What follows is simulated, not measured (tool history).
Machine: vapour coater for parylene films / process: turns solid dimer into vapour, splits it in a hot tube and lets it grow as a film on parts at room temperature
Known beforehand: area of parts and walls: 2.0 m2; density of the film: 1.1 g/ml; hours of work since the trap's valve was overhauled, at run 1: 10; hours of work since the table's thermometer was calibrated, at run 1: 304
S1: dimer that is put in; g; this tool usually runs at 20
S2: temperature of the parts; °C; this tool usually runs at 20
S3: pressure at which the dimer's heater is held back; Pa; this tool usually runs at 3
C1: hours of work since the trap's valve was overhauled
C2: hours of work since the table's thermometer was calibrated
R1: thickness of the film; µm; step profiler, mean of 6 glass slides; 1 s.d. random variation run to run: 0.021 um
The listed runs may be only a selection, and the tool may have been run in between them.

run	hour	S1	S2	S3	C1	C2	R1
1	0	20	20	3	10	304	6.63
2	50.4	20	20	3	33	327	6.6
3	109	20	20	3	60	354	6.63
4	158.4	8	20	3	83	377	2.63
5	200.2	20	20	6.73	102	397	5.43
6	261.4	20	15	3	130	425	7.55
7	312.3	20	15	3	154	448	7.52
8	371.6	20	15	3	181	476	7.57
9	407.7	20	15	3	198	492	7.52
10	454.6	20	15	3	220	514	7.53
11	497.6	20	15	3	239	534	7.51
12	542.1	20	15	3	260	555	7.54
13	567.6	20	20	3	272	566	6.62
14	622.2	20	20	6.96	297	591	5.39
15	662.1	20	20	5.32	315	610	5.75
16	707.8	20	20	5.32	337	631	5.78
17	759.7	20	20	3	360	655	6.59
18	805.6	20	20	3	382	676	6.58
19	852.9	20	19	3	404	698	6.8
20	911.7	20	20	2.76	431	725	6.74
21	947.9	20	27	6.08	447	742	4.63
22	983.4	23	13	4.58	464	758	8.2
# hour 1018.5: trap's valve overhauled
23	1031	8	16	4.58	6	778	2.65
24	1068.9	16	22	11.9	23	796	3.59
25	1121.8	16	22	11.9	48	820	3.6
26	1172.8	16	22	11.9	71	844	3.58
27	1212.5	17	26	3.61	90	862	4.61
28	1270.4	17	26	3.61	116	889	4.56
29	1298.9	17	21	2.21	129	902	5.88
30	1330.5	17	24	5.12	144	917	4.46
31	1362.5	20	20	4.29	159	932	6.05
32	1392.9	22	24	3.14	173	946	6.47
33	1426.9	18	17	7.7	189	961	5.1
34	1482.6	18	17	7.7	214	987	5.13
35	1515.2	20	30	2.44	229	1002	5.31
36	1553.6	20	20	3.57	247	1020	6.36
37	1598.4	20	20	3.57	268	1040	6.35
38	1658.5	20	20	3.57	296	1068	6.3
39	1708.3	20	20	3.57	319	1091	6.31
40	1763.4	20	20	3.57	344	1117	6.3

Alternative continuations, all from the tool just after run 40; predict every row:
A	1789.7	20	13	3	356	1129	?
B	1789.7	20	20	5.76	356	1129	?
C	1789.7	20	20	6.17	356	1129	?

run	R1
A	7.91
B	5.62
C	5.57
What these runs would have given with no unlogged condition in the tool:
run	R1
A	7.91
B	5.62
C	5.57
